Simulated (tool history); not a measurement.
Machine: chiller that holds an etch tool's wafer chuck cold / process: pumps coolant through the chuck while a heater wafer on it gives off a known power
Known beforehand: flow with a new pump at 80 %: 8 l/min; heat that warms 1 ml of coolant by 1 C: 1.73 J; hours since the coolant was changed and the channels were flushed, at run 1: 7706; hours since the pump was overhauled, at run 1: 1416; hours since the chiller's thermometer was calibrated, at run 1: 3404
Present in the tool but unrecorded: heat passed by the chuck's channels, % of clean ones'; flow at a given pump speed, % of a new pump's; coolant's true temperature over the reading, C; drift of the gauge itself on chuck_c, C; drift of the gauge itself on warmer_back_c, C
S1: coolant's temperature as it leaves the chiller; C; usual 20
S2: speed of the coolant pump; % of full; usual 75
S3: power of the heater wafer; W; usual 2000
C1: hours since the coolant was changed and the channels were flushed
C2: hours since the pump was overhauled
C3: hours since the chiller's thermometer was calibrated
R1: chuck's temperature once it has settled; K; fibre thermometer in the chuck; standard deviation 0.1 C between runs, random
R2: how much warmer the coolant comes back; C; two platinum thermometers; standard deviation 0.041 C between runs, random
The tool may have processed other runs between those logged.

run,hour,S1,S2,S3,C1,C2,C3,R1,R2
1,0,20,75,2000,7706,1416,3404,314.85,9.29
2,27.2,20,75,2240,7733,1443,3431,317.65,10.4
3,56.1,20,98,2240,7762,1472,3460,313.75,7.9
4,103.1,20,75,1830,7809,1519,3507,313.05,8.47
5,151.7,23,75,2000,7858,1567,3556,318.05,9.29
6,182.7,23,75,2000,7889,1598,3587,318.05,9.28
7,216.4,20,75,2000,7923,1632,3620,315.15,9.24
8,241.3,29,75,2000,7948,1657,3645,323.95,9.29
9,266.4,29,75,2000,7973,1682,3670,324.15,9.26
10,300.2,29,75,2000,8006,1716,3704,324.05,9.28
11,351.3,23,61,2114,8058,1767,3755,322.85,12.03
12,405.3,10,61,2454,8112,1821,3809,313.85,14
13,432.1,20,100,1433,8138,1848,3836,306.15,5.08
14,478.8,20,100,1433,8185,1894,3883,306.35,4.95
15,531.2,14,100,1052,8238,1947,3935,296.65,3.62
16,574.3,14,100,1052,8281,1990,3978,296.85,3.63
17,626.9,12,99,1621,8333,2043,4031,299.85,5.65
18,653.1,15,70,1917,8359,2069,4057,310.15,9.43
19,683.5,15,70,1917,8390,2099,4087,310.05,9.54
20,740.1,15,70,1917,8446,2156,4144,310.15,9.54

Alternative continuations, all from the tool just after run 20; predict every row:
A,773.5,29,77,1917,8480,2189,4177,?,?
B,773.5,18,70,1917,8480,2189,4177,?,?
C,773.5,15,68,1417,8480,2189,4177,?,?
D,773.5,26,75,2000,8480,2189,4177,?,?
E,773.5,15,84,1917,8480,2189,4177,?,?

run,R1,R2
A,322.85,8.66
B,312.85,9.55
C,304.55,7.27
D,321.05,9.19
E,307.65,7.88
Without the tool's hidden state the same runs would have given:
run,R1,R2
A,322.85,8.66
B,312.85,9.55
C,304.55,7.26
D,320.95,9.19
E,307.65,7.88

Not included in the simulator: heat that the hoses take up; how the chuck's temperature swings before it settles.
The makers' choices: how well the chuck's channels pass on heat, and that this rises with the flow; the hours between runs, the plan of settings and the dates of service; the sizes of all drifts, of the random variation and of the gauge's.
